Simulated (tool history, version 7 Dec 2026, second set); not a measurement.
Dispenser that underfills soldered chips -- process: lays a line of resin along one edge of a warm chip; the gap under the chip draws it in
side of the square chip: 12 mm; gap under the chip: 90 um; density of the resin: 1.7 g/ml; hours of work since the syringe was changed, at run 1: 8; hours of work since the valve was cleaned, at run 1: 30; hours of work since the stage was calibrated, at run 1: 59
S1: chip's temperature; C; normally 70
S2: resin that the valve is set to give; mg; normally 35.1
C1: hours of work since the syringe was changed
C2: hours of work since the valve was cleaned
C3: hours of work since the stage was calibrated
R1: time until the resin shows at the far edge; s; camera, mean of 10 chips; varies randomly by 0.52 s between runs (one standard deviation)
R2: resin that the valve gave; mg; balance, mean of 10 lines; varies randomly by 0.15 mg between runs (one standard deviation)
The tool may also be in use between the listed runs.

run 1 hour=0.0 | S1=70 S2=35.1 | C1=8 C2=30 C3=59 | R1=62.2 R2=34.54
-- hour=4.8 new syringe of resin
run 2 hour=8.7 | S1=70 S2=35.1 | C1=3 C2=36 C3=64 | R1=47.3 R2=34.49
run 3 hour=20.5 | S1=70 S2=35.1 | C1=10 C2=43 C3=72 | R1=66.6 R2=34.34
-- hour=22.5 new syringe of resin
run 4 hour=27.5 | S1=70 S2=35.1 | C1=3 C2=48 C3=77 | R1=48.9 R2=33.82
run 5 hour=35.7 | S1=70 S2=35.1 | C1=9 C2=53 C3=82 | R1=61.6 R2=34.17
-- hour=40.4 new syringe of resin
run 6 hour=46.6 | S1=70 S2=30.7 | C1=4 C2=60 C3=89 | R1=51.8 R2=29.53
-- hour=57.5 new syringe of resin
run 7 hour=58.7 | S1=70 S2=30.7 | C1=1 C2=68 C3=97 | R1=46.0 R2=29.53
run 8 hour=66.7 | S1=70 S2=30.7 | C1=6 C2=73 C3=102 | R1=57.2 R2=29.29
-- hour=74.9 new syringe of resin
run 9 hour=80.7 | S1=62 S2=30.7 | C1=4 C2=82 C3=111 | R1=73.9 R2=28.98
-- hour=92.2 new syringe of resin
run 10 hour=92.2 | S1=62 S2=30.7 | C1=0 C2=89 C3=118 | R1=61.9 R2=28.99
-- hour=103.4 dispensing valve cleaned and set on the balance
run 11 hour=106.5 | S1=70 S2=35.1 | C1=9 C2=2 C3=127 | R1=61.9 R2=35.13
-- hour=110.4 new syringe of resin
run 12 hour=119.5 | S1=69 S2=35.1 | C1=6 C2=10 C3=135 | R1=57.9 R2=34.82
-- hour=128.3 new syringe of resin
run 13 hour=133.4 | S1=69 S2=35.1 | C1=3 C2=19 C3=144 | R1=52.3 R2=34.63
run 14 hour=142.1 | S1=70 S2=32.2 | C1=9 C2=25 C3=150 | R1=63.7 R2=31.47
-- hour=145.6 new syringe of resin
run 15 hour=156.3 | S1=70 S2=32.2 | C1=7 C2=34 C3=159 | R1=60.9 R2=31.24
-- hour=162.7 new syringe of resin
run 16 hour=169.4 | S1=79 S2=35.1 | C1=4 C2=43 C3=167 | R1=37.3 R2=34.05
run 17 hour=176.8 | S1=70 S2=41.1 | C1=9 C2=47 C3=172 | R1=67.4 R2=39.85
-- hour=180.0 new syringe of resin
run 18 hour=191.0 | S1=70 S2=45.0 | C1=7 C2=56 C3=181 | R1=59.7 R2=43.31
-- hour=197.1 new syringe of resin
run 19 hour=197.2 | S1=72 S2=35.5 | C1=0 C2=60 C3=185 | R1=41.2 R2=34.08
run 20 hour=203.9 | S1=72 S2=35.5 | C1=4 C2=65 C3=190 | R1=49.2 R2=34.00
run 21 hour=209.9 | S1=72 S2=44.4 | C1=8 C2=69 C3=193 | R1=57.3 R2=42.21
-- hour=214.4 new syringe of resin
run 22 hour=223.3 | S1=72 S2=44.4 | C1=6 C2=77 C3=202 | R1=51.9 R2=42.10
run 23 hour=230.4 | S1=69 S2=31.1 | C1=10 C2=82 C3=207 | R1=74.4 R2=29.44
-- hour=232.6 new syringe of resin
run 24 hour=237.2 | S1=84 S2=38.7 | C1=3 C2=86 C3=211 | R1=30.0 R2=36.43

Run 25 is up next; what results do you expect?
run 25 hour=246.8 | S1=57 S2=38.7 | C1=9 C2=92 C3=217 | R1=? R2=?

R1: 114.9 s
R2: 36.33 mg
With the hidden condition absent and the run-to-run variation left alone, this run would have shown R1 71.3 s, R2 38.62 mg.
